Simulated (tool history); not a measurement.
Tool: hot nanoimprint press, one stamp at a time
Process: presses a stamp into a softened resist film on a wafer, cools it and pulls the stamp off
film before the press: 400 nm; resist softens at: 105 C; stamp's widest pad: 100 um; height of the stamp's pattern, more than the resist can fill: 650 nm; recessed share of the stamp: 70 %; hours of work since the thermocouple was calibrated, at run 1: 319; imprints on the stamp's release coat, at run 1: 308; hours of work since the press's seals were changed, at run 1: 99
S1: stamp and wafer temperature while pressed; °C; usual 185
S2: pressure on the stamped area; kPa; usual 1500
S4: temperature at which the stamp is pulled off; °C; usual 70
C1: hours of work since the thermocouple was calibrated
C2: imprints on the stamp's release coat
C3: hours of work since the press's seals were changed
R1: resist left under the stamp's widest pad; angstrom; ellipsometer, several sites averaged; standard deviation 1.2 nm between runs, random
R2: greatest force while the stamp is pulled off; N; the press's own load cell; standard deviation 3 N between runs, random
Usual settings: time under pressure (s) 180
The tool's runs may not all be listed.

{"run": 1, "day": 0.0, "S1": 185, "S2": 1500, "time under pressure (s)": 180, "S4": 70, "C1": 319, "C2": 308, "C3": 99, "R1": 1905, "R2": 152}
{"run": 2, "day": 0.804, "S1": 185, "S2": 1500, "time under pressure (s)": 180, "S4": 66, "C1": 328, "C2": 347, "C3": 108, "R1": 1940, "R2": 168}
{"run": 3, "day": 1.288, "S1": 185, "S2": 1500, "time under pressure (s)": 180, "S4": 70, "C1": 333, "C2": 371, "C3": 113, "R1": 1929, "R2": 150}
{"run": 4, "day": 2.121, "S1": 185, "S2": 1500, "time under pressure (s)": 180, "S4": 70, "C1": 342, "C2": 412, "C3": 122, "R1": 1918, "R2": 157}
{"run": 5, "day": 2.871, "S1": 185, "S2": 1500, "time under pressure (s)": 180, "S4": 70, "C1": 351, "C2": 449, "C3": 131, "R1": 1912, "R2": 158}
{"run": 6, "day": 3.575, "S1": 185, "S2": 1500, "time under pressure (s)": 180, "S4": 70, "C1": 359, "C2": 484, "C3": 139, "R1": 1935, "R2": 154}
{"run": 7, "day": 4.329, "S1": 185, "S2": 1500, "time under pressure (s)": 175, "S4": 70, "C1": 367, "C2": 521, "C3": 147, "R1": 1945, "R2": 159}
{"day": 4.717, "done": "plate thermocouple calibrated"}
{"run": 8, "day": 5.062, "S1": 185, "S2": 1500, "time under pressure (s)": 180, "S4": 70, "C1": 4, "C2": 551, "C3": 154, "R1": 1824, "R2": 153}
{"run": 9, "day": 5.725, "S1": 185, "S2": 1500, "time under pressure (s)": 105, "S4": 70, "C1": 11, "C2": 584, "C3": 161, "R1": 2156, "R2": 157}
{"run": 10, "day": 6.546, "S1": 185, "S2": 1330, "time under pressure (s)": 180, "S4": 70, "C1": 20, "C2": 625, "C3": 170, "R1": 1951, "R2": 156}
{"run": 11, "day": 7.229, "S1": 185, "S2": 1330, "time under pressure (s)": 180, "S4": 70, "C1": 28, "C2": 658, "C3": 178, "R1": 1957, "R2": 161}
{"run": 12, "day": 8.154, "S1": 185, "S2": 1500, "time under pressure (s)": 268, "S4": 70, "C1": 38, "C2": 704, "C3": 188, "R1": 1608, "R2": 167}
{"run": 13, "day": 9.042, "S1": 185, "S2": 1180, "time under pressure (s)": 110, "S4": 71, "C1": 48, "C2": 748, "C3": 198, "R1": 2425, "R2": 154}
{"run": 14, "day": 9.708, "S1": 185, "S2": 1180, "time under pressure (s)": 110, "S4": 71, "C1": 56, "C2": 781, "C3": 205, "R1": 2375, "R2": 158}
{"run": 15, "day": 10.421, "S1": 185, "S2": 1180, "time under pressure (s)": 110, "S4": 71, "C1": 63, "C2": 816, "C3": 213, "R1": 2424, "R2": 152}
{"run": 16, "day": 11.05, "S1": 185, "S2": 1180, "time under pressure (s)": 110, "S4": 71, "C1": 70, "C2": 847, "C3": 220, "R1": 2407, "R2": 158}
{"run": 17, "day": 11.567, "S1": 185, "S2": 1180, "time under pressure (s)": 110, "S4": 71, "C1": 76, "C2": 872, "C3": 226, "R1": 2418, "R2": 165}
{"run": 18, "day": 12.362, "S1": 189, "S2": 1180, "time under pressure (s)": 110, "S4": 57, "C1": 85, "C2": 911, "C3": 235, "R1": 2113, "R2": 212}

Expected results for the next run?
{"run": 19, "day": 13.262, "S1": 194, "S2": 1500, "time under pressure (s)": 180, "S4": 61, "C1": 95, "C2": 956, "C3": 245, "R1": "?", "R2": "?"}

R1: 1298 angstrom
R2: 197 N
With the hidden condition absent and the run-to-run variation left alone, this run would have shown R1 1258 angstrom, R2 167 N.
